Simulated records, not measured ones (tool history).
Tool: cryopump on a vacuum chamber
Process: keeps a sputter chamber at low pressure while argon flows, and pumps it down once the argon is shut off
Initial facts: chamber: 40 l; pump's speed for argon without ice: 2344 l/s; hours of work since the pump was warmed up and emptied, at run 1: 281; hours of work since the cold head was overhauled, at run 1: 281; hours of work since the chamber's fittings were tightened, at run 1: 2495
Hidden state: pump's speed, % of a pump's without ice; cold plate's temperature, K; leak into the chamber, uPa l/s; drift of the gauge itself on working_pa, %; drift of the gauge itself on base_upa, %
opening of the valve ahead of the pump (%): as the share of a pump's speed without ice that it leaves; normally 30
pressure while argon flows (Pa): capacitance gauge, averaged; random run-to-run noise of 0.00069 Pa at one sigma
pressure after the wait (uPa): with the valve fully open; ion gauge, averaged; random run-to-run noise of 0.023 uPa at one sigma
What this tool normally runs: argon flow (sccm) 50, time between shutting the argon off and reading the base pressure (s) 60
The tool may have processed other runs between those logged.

run   hour  argon flow (sccm)  time between shutting the argon off and reading the base pressure (s)  opening of the valve ahead of the pump (%)  hours of work since the pump was warmed up and emptied  hours of work since the cold head was overhauled  hours of work since the chamber's fittings were tightened  pressure while argon flows (Pa)  pressure after the wait (uPa)
  1    0.0                 50                                                                     60                                          30                                                     281                                               281                                                       2495                           0.1250                           0.89
  2   23.5                 50                                                                     60                                          30                                                     299                                               299                                                       2512                           0.1251                           0.98
  3   43.9                 50                                                                     60                                          19                                                     314                                               314                                                       2527                           0.1933                           0.91
  4   76.0                 50                                                                     60                                          19                                                     338                                               338                                                       2551                           0.1949                           0.98
  5  104.0                 50                                                                     60                                          19                                                     359                                               359                                                       2572                           0.1955                           0.96
  6  119.6                 50                                                                     60                                          30                                                     371                                               371                                                       2584                           0.1260                           0.98
  7  153.1                 50                                                                     60                                          30                                                     396                                               396                                                       2609                           0.1267                           0.99
  8  182.6                 50                                                                     60                                          27                                                     418                                               418                                                       2631                           0.1396                           0.96
  9  219.3                 50                                                                     60                                          27                                                     445                                               445                                                       2659                           0.1403                           0.97
 10  256.8                 50                                                                     60                                          27                                                     473                                               473                                                       2687                           0.1404                           0.98
     283.2  -- leaking fittings of the chamber tightened, without venting
 11  292.9                 50                                                                     60                                          30                                                     499                                               499                                                          7                           0.1280                           0.80
 12  322.8                 50                                                                     60                                          30                                                     521                                               521                                                         30                           0.1273                           0.84
 13  345.6                 50                                                                     60                                          30                                                     538                                               538                                                         47                           0.1283                           0.81
 14  380.4                 50                                                                     60                                          53                                                     564                                               564                                                         73                           0.0763                           0.82

For run 15, what comes out?
 15  409.6                 21                                                                     21                                          30                                                     586                                               586                                                         95                                ?                              ?

Run 15 measured pressure while argon flows (Pa) 0.0542, pressure after the wait (uPa) 1.96.
Take away the tool's hidden state, keep the run-to-run variation as it was, and the same run would have given pressure while argon flows (Pa) 0.0504, pressure after the wait (uPa) 1.88.
